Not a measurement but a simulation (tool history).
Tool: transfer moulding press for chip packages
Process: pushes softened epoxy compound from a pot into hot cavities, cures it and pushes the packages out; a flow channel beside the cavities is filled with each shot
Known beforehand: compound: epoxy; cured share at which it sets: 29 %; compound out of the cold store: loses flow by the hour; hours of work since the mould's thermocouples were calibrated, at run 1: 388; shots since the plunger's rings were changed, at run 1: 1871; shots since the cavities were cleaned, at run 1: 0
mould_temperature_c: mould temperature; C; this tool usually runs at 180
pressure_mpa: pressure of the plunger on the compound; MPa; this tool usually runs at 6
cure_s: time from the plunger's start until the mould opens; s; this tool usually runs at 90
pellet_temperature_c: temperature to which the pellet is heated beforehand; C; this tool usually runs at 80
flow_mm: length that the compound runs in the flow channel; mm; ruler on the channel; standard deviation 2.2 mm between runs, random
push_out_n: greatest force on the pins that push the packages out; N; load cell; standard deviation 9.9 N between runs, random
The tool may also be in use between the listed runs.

run	hour	mould_temperature_c	pressure_mpa	cure_s	pellet_temperature_c	hours of work since the mould's thermocouples were calibrated	shots since the plunger's rings were changed	shots since the cavities were cleaned	incoming compound's hours out of the cold store	flow_mm	push_out_n
1	0	180	6	90	80	388	1871	0	38.1	509	494
2	24.3	185	6	90	80	405	2234	363	32	509	589
3	41.8	180	6	90	80	417	2496	625	14.9	543	774
# hour 56.2: cavities cleaned with cleaning compound and waxed
4	58.7	183	6	90	80	428	2726	37	29.4	512	435
5	79.3	172	6	90	80	442	3034	345	10.2	563	1051
6	95.3	172	6	90	80	453	3274	585	9.3	558	1196
# hour 112.8: cavities cleaned with cleaning compound and waxed
7	119.7	172	6	90	80	469	3616	103	41.8	501	837
# hour 126.9: mould's thermocouples calibrated
8	143.2	172	6	90	80	11	3937	424	8.5	555	1094
9	166	172	5.17	90	80	27	4279	766	31.8	477	1133
# hour 172.6: cavities cleaned with cleaning compound and waxed
10	183.3	172	5.17	90	80	38	4514	159	10.2	508	878
11	202.5	172	6	90	80	51	4802	447	9.2	541	1126
12	224.7	172	6	90	80	67	5134	779	24.8	513	1181
# hour 230.3: cavities cleaned with cleaning compound and waxed
13	241.6	183	7.26	90	80	77	5364	169	22.2	543	522
# hour 254: plunger's sealing rings changed
14	259.3	183	7.26	90	80	88	79	397	46.8	556	614
15	274.5	177	7.26	108	82	99	307	625	41.2	576	665
# hour 288.7: cavities cleaned with cleaning compound and waxed
16	298.5	177	7.26	108	82	114	643	146	18.4	617	511
17	315.6	177	4.77	108	82	126	898	401	35.6	473	616
18	330.1	184	6	78	87	136	1116	619	18.2	548	784
19	342.9	184	6	78	87	145	1307	810	41.4	501	803
# hour 346: cavities cleaned with cleaning compound and waxed
20	368.5	184	5.38	78	87	162	1668	336	40.9	476	651
21	379.2	184	5.38	115	88	169	1828	496	11	528	610
# hour 403.2: cavities cleaned with cleaning compound and waxed
22	404.6	183	4.64	90	80	186	2185	20	39.9	439	430
23	422.7	175	7.07	90	80	198	2456	291	28.9	573	754
24	445.4	175	7.07	74	80	214	2796	631	34.8	561	1448

Each row is a separate what-if for the run after 24, all from the same tool condition, not one after another. Results?
# hour 460.8: cavities cleaned with cleaning compound and waxed
A	462.4	176	6.69	92	80	225	3026	23	42.7	?	?
# hour 460.8: cavities cleaned with cleaning compound and waxed
B	462.4	186	5.64	72	80	225	3026	23	35.1	?	?
# hour 460.8: cavities cleaned with cleaning compound and waxed
C	462.4	184	6	90	80	225	3026	23	30.4	?	?

run	flow_mm	push_out_n
A	528	552
B	481	506
C	503	418
Had the tool no hidden state, the same runs would have come out as:
run	flow_mm	push_out_n
A	556	531
B	507	485
C	530	400
